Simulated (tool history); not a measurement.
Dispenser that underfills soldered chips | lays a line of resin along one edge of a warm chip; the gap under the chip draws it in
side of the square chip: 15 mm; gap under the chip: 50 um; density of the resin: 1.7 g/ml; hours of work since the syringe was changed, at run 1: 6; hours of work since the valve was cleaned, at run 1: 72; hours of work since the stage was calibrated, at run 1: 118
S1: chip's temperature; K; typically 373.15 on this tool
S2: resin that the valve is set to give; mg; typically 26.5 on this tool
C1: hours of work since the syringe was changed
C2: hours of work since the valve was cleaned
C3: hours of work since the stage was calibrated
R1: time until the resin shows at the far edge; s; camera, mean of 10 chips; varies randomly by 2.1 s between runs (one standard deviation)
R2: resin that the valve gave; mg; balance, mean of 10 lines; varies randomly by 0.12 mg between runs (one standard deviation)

run  hour      S1    S2  C1   C2   C3     R1     R2
  1   0.0  373.15  26.5   6   72  118  321.4  25.39
      3.5  -- new syringe of resin
  2   4.7  373.15  26.5   1   76  121  222.8  25.01
  3   8.2  373.15  26.5   3   78  124  274.3  25.44
  4  12.0  384.15  26.5   6   81  126  233.0  25.27
     14.8  -- new syringe of resin
  5  15.6  384.15  26.5   1   83  129  148.7  25.14
  6  20.1  384.15  26.5   4   86  132  191.5  25.23
  7  23.1  373.15  28.7   6   89  134  333.0  27.35
     26.2  -- new syringe of resin
  8  28.0  373.15  28.7   1   92  138  231.1  27.03
  9  30.0  373.15  28.7   3   93  139  253.3  27.17
 10  32.5  385.15  26.5   5   95  141  195.7  25.10
 11  36.6  385.15  24.3   8   98  144  257.1  22.90
     37.6  -- new syringe of resin
 12  38.7  385.15  24.3   1   99  145  146.3  22.85
 13  42.6  359.15  34.3   4  102  148  437.5  32.31
 14  45.2  359.15  34.3   5  104  150  511.9  32.37
 15  48.2  371.15  33.6   8  106  152  391.8  31.74

For run 16, what comes out?
     49.1  -- new syringe of resin
 16  52.6  380.15  31.3   3  109  155   ?   ?

R1: 196.0 s
R2: 29.62 mg
Without the tool's hidden state the same run would have given R1 163.6 s, R2 31.64 mg.
